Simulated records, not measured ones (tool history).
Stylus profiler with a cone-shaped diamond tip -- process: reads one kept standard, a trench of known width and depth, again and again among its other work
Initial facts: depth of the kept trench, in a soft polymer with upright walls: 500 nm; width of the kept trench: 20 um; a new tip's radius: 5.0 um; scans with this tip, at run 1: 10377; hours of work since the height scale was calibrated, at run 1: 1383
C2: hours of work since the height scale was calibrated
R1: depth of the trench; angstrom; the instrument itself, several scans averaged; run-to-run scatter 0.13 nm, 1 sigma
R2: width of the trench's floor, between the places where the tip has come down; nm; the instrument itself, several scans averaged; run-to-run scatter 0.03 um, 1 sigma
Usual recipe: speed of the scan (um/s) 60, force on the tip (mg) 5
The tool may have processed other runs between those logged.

run 1 hour=0 | speed_of_the_scan_(um/s)=60 force_on_the_tip_(mg)=5 | scans_with_this_tip=10377 C2=1383 | R1=5061.4 R2=15520
run 2 hour=73.5 | speed_of_the_scan_(um/s)=18 force_on_the_tip_(mg)=5 | scans_with_this_tip=10605 C2=1414 | R1=5061.1 R2=15560
run 3 hour=111.2 | speed_of_the_scan_(um/s)=18 force_on_the_tip_(mg)=5 | scans_with_this_tip=10721 C2=1429 | R1=5062.3 R2=15550
run 4 hour=181.9 | speed_of_the_scan_(um/s)=18 force_on_the_tip_(mg)=5 | scans_with_this_tip=10940 C2=1458 | R1=5062.4 R2=15600
run 5 hour=229.7 | speed_of_the_scan_(um/s)=18 force_on_the_tip_(mg)=5 | scans_with_this_tip=11088 C2=1478 | R1=5061.4 R2=15540
run 6 hour=296.3 | speed_of_the_scan_(um/s)=18 force_on_the_tip_(mg)=5 | scans_with_this_tip=11295 C2=1506 | R1=5062 R2=15560
run 7 hour=337.3 | speed_of_the_scan_(um/s)=18 force_on_the_tip_(mg)=5 | scans_with_this_tip=11422 C2=1523 | R1=5063.5 R2=15660
run 8 hour=419.2 | speed_of_the_scan_(um/s)=117 force_on_the_tip_(mg)=1.81 | scans_with_this_tip=11675 C2=1556 | R1=5032.2 R2=15350
run 9 hour=463.9 | speed_of_the_scan_(um/s)=134 force_on_the_tip_(mg)=11.54 | scans_with_this_tip=11814 C2=1575 | R1=5109.9 R2=15490
run 10 hour=501.8 | speed_of_the_scan_(um/s)=134 force_on_the_tip_(mg)=11.54 | scans_with_this_tip=11931 C2=1590 | R1=5108.8 R2=15460
run 11 hour=580 | speed_of_the_scan_(um/s)=17 force_on_the_tip_(mg)=11.54 | scans_with_this_tip=12173 C2=1623 | R1=5110.7 R2=15680

For run 12, what comes out?
run 12 hour=628 | speed_of_the_scan_(um/s)=17 force_on_the_tip_(mg)=6.44 | scans_with_this_tip=12322 C2=1643 | R1=? R2=?

Run 12 measured R1 5073.1 angstrom, R2 15630 nm.
Take away the tool's hidden state, keep the run-to-run variation as it was, and the same run would have given R1 5073.2 angstrom, R2 15650 nm.
